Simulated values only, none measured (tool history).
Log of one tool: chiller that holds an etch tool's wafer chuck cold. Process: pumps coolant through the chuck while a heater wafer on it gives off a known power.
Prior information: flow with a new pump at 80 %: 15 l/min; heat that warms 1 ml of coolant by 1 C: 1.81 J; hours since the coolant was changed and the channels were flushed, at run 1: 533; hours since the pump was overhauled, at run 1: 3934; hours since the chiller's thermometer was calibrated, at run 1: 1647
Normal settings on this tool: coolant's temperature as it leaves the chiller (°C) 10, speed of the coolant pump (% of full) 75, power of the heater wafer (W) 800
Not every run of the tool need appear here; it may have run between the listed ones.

run	hour	coolant's temperature as it leaves the chiller (°C)	speed of the coolant pump (% of full)	power of the heater wafer (W)	hours since the coolant was changed and the channels were flushed	hours since the pump was overhauled	hours since the chiller's thermometer was calibrated	chuck's temperature once it has settled (°C)	how much warmer the coolant comes back (C)
1	0	10	75	800	533	3934	1647	18.4	1.96
2	152.5	4	75	800	686	4086	1799	12.6	1.99
3	250.5	4	75	800	784	4184	1897	12.6	1.99
# hour 409.4: chiller's thermometer calibrated
4	433.7	4	75	800	966	4367	24	12.7	1.96
5	615.3	10	75	849	1148	4548	206	19.5	2.1
6	800.5	10	75	576	1333	4733	391	16.7	1.48
7	906.5	10	75	576	1439	4839	497	16.6	1.42
8	1097.7	10	75	576	1630	5031	688	16.9	1.45
9	1283.7	4	75	576	1816	5217	874	10.9	1.43
10	1400	4	75	576	1932	5333	991	11	1.46
# hour 1429.5: chiller's thermometer calibrated, once more
11	1605.9	10	75	688	2137	5538	176	17.5	1.79
12	1694.7	10	75	800	2226	5627	265	18.7	2.05
13	1834.9	7	75	800	2366	5767	405	15.6	2.06
14	2023	10	71	800	2554	5955	593	19.5	2.14
15	2224.6	10	71	800	2756	6156	795	19.4	2.18
16	2364.4	19	75	800	2896	6296	935	28.3	2.02
17	2572.5	19	75	800	3104	6504	1143	28	2.04
18	2728.7	10	92	632	3260	6661	1299	16.2	1.36
19	2904.7	8	92	647	3436	6837	1475	14.5	1.42
20	3111.7	8	92	647	3643	7044	1682	14.5	1.39
21	3280.4	11	97	576	3812	7212	1851	16.8	1.14
22	3406.4	11	97	576	3938	7338	1977	16.7	1.22
# hour 3483.5: chiller's thermometer calibrated
23	3591.6	18	75	533	4122	7522	108	24.3	1.4
24	3759.2	20	78	567	4290	7690	276	26.7	1.45
25	3883.7	12	75	1046	4414	7815	400	24.5	2.7
26	4086.9	12	75	1046	4617	8018	603	24.6	2.74
27	4241.7	11	80	650	4772	8173	758	18.5	1.61
28	4333.6	10	67	800	4864	8264	850	20.8	2.36
29	4434	10	67	800	4964	8365	950	20.9	2.33
30	4561.7	10	67	800	5092	8493	1078	21.2	2.35
31	4657.5	10	67	800	5188	8588	1174	21.2	2.36

Entry by entry between the runs, the difference in hidden state between the last listed run before and the first listed run after:
Runs 3 to 4: chiller's thermometer calibrated (hour 409.4)
  heat passed by the chuck's channels, % of clean ones': 96.8 -> 96.2; flow at a given pump speed, % of a new pump's: 95 -> 94.7; coolant's true temperature over the reading, C: 0.35 -> 0.59
  measured value less the no-hidden-state value, chuck's temperature once it has settled (°C): +0.9 -> +1.2; how much warmer the coolant comes back (C): +0.1 -> +0.11
Runs 10 to 11: chiller's thermometer calibrated, once more (hour 1429.5)
  heat passed by the chuck's channels, % of clean ones': 93.2 -> 92.5; flow at a given pump speed, % of a new pump's: 93.4 -> 93.2; coolant's true temperature over the reading, C: 0.74 -> 0
  measured value less the no-hidden-state value, chuck's temperature once it has settled (°C): +1.5 -> +0.9; how much warmer the coolant comes back (C): +0.09 -> +0.12
Runs 22 to 23: chiller's thermometer calibrated (hour 3483.5)
  heat passed by the chuck's channels, % of clean ones': 86.9 -> 86.3; flow at a given pump speed, % of a new pump's: 90.7 -> 90.5; coolant's true temperature over the reading, C: 0.28 -> 0.03
  measured value less the no-hidden-state value, chuck's temperature once it has settled (°C): +1.3 -> +1.3; how much warmer the coolant comes back (C): +0.11 -> +0.13

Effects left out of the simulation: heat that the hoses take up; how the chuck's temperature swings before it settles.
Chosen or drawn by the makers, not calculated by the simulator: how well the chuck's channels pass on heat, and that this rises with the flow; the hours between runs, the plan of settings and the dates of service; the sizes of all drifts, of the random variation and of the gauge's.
